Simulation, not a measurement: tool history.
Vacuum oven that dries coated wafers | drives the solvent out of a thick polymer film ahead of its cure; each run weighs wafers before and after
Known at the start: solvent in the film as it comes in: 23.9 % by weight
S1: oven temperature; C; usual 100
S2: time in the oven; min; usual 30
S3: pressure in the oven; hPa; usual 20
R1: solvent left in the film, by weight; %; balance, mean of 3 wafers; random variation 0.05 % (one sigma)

run 1 hour=0 | S1=100 S2=30 S3=20 | R1=2.82
run 2 hour=55.4 | S1=100 S2=30 S3=20 | R1=2.9
run 3 hour=87 | S1=100 S2=30 S3=49 | R1=4.56
-- hour=112.6 oven's thermocouples calibrated
run 4 hour=130.1 | S1=100 S2=30 S3=49 | R1=4.93
run 5 hour=189.6 | S1=100 S2=30 S3=20 | R1=3.21
run 6 hour=222.3 | S1=100 S2=30 S3=20 | R1=3.26
-- hour=257.3 vacuum gauge cleaned of residue and calibrated
run 7 hour=265.6 | S1=100 S2=30 S3=20 | R1=2.97
run 8 hour=309.2 | S1=108 S2=20 S3=69 | R1=4.34
run 9 hour=356.9 | S1=100 S2=44 S3=47.5 | R1=3.61
run 10 hour=384 | S1=97 S2=18 S3=47.5 | R1=8.43
run 11 hour=414.5 | S1=97 S2=18 S3=47.5 | R1=8.56
run 12 hour=448.7 | S1=90 S2=30 S3=15 | R1=7.05
run 13 hour=504.6 | S1=90 S2=30 S3=15 | R1=7.16
run 14 hour=532.4 | S1=90 S2=30 S3=15 | R1=7

Forecast each of these 4 alternatives for the next run:
run A hour=558.3 | S1=86 S2=39 S3=11.2 | R1=?
run B hour=558.3 | S1=93 S2=52 S3=32.1 | R1=?
run C hour=558.3 | S1=98 S2=15 S3=68.1 | R1=?
run D hour=558.3 | S1=100 S2=29 S3=11.9 | R1=?

run=A R1=7.09
run=B R1=4
run=C R1=10.05
run=D R1=2.53
Without the tool's hidden state the same runs would have given:
run=A R1=7.26
run=B R1=4.09
run=C R1=10.23
run=D R1=2.62
